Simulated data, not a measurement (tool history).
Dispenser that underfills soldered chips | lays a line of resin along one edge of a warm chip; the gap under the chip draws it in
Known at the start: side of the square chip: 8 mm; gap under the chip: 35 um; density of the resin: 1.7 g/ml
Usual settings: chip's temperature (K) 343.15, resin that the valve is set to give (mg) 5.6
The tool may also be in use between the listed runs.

run,hour,chip's temperature (K),resin that the valve is set to give (mg),time until the resin shows at the far edge (s),resin that the valve gave (mg)
1,0,343.15,5.6,172.3,5.49
# hour 2: new syringe of resin
2,9.7,346.15,5.6,140.1,5.48
# hour 12.2: new syringe of resin
3,20.7,346.15,5.6,148.6,5.42
# hour 22.5: new syringe of resin
4,26.7,347.15,5.6,110.9,5.4
# hour 33.5: new syringe of resin
5,39.3,347.15,5.6,122.6,5.39
# hour 43.8: new syringe of resin
6,51.9,343.15,5.6,169.8,5.38
# hour 53.9: new syringe of resin
# hour 58.4: dispensing valve cleaned and set on the balance
7,60.9,346.15,5.6,125.9,5.5
# hour 64.9: new syringe of resin
8,70.7,334.15,5.6,240.1,5.51
# hour 75: new syringe of resin
9,83.2,334.15,5.6,268.5,5.47
# hour 85.5: new syringe of resin
10,90,343.15,5.6,139,5.62
# hour 95.6: new syringe of resin
11,101.5,343.15,7.08,147.2,6.98
# hour 106.1: new syringe of resin
12,110.7,343.15,7.08,135.5,6.88
# hour 116.1: new syringe of resin
13,116.5,343.15,7.08,109.4,6.93
14,124.2,343.15,7.08,168.6,6.83
# hour 126.4: new syringe of resin
15,131.4,343.15,7.08,141.3,6.98
# hour 136.4: new syringe of resin
16,140,340.15,7.03,151.5,6.83

The next listed run, before its measurement:
# hour 146.8: new syringe of resin
17,149.8,330.15,6.13,?,?

time until the resin shows at the far edge (s): 248.3
resin that the valve gave (mg): 5.98
Without the tool's hidden state the same run would have given time until the resin shows at the far edge (s) 194.8, resin that the valve gave (mg) 6.16.

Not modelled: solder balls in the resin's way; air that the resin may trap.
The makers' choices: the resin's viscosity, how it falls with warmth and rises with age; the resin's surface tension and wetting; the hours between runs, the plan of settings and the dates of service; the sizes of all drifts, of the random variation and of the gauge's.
